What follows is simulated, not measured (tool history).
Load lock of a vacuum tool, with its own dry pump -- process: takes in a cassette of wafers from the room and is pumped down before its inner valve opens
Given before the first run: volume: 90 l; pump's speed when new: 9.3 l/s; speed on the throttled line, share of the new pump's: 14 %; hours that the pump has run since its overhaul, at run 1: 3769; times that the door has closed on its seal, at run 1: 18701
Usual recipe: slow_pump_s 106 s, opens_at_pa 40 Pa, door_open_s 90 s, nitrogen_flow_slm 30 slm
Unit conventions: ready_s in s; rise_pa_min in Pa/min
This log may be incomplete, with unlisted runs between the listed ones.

run	day	slow_pump_s	opens_at_pa	door_open_s	nitrogen_flow_slm	hours that the pump has run since its overhaul	times that the door has closed on its seal	incoming humidity of the room's air, %	ready_s	rise_pa_min
1	0.000	106	40	90	30	3769	18701	45.4	168.7	0.069
2	9.096	106	40	90	30	3987	19563	48.1	169.1	0.076
3	16.133	90	40	90	30	4156	20231	43.1	155.0	0.072
4	26.062	106	40	90	30	4395	21172	47.4	168.4	0.080
5	31.158	196	40	90	30	4517	21655	43.7	245.7	0.080
6	36.417	196	40	90	30	4643	22154	44.5	245.3	0.087
7	45.692	106	37	90	30	4866	23033	45.0	170.3	0.083
8	56.075	106	37	90	30	5115	24017	47.3	169.1	0.092
9	61.988	106	37	90	30	5257	24578	42.0	169.6	0.095
10	69.679	177	40	90	30	5441	25307	42.8	229.0	0.097
11	79.079	106	40	90	30	5667	26198	44.9	169.2	0.106
12	85.675	58	65	34	7	5825	26823	44.2	123.2	0.112
13	93.712	58	65	34	7	6018	27586	46.5	123.3	0.118
14	104.083	210	40	210	4	6267	28569	44.3	257.8	0.141
15	108.742	210	40	210	4	6379	29010	48.8	258.3	0.150
16	115.233	106	75	140	30	6535	29626	46.2	163.3	0.124
17	124.846	106	35	31	30	6765	30537	46.0	170.7	0.119
18	133.521	106	35	31	30	6974	31360	44.8	171.2	0.126
19	139.250	62	40	37	7	7111	31903	46.6	132.3	0.135
20	145.308	62	40	37	7	7256	32477	44.6	131.7	0.138
21	150.971	116	40	90	6	7392	33014	45.5	177.9	0.152

For some of the steps in ready_s from one run to the next: how much would appear even if the tool had no hidden state, given the settings, what came in and random variation, and how much remains for the hidden state plus any gauge scatter that the measured result and the result without hidden state don't share?
The tool's hidden condition here consists of: pump's speed, % of a new pump's; leak at the door's seal, Pa l/s; drift of the gauge itself on ready_s, %; drift of the gauge itself on rise_pa_min, %.
Run 6 -> 7: slow_pump_s 196 -> 106, opens_at_pa 40 -> 37. ready_s -75.0 s: hidden state +0.6, all else -75.6.
Run 13 -> 14: slow_pump_s 58 -> 210, opens_at_pa 65 -> 40, door_open_s 34 -> 210, nitrogen_flow_slm 7 -> 4. ready_s +134.5 s: hidden state -0.5, all else +135.0.
Run 15 -> 16: slow_pump_s 210 -> 106, opens_at_pa 40 -> 75, door_open_s 210 -> 140, nitrogen_flow_slm 4 -> 30. ready_s -95.0 s: hidden state +0.3, all else -95.3.
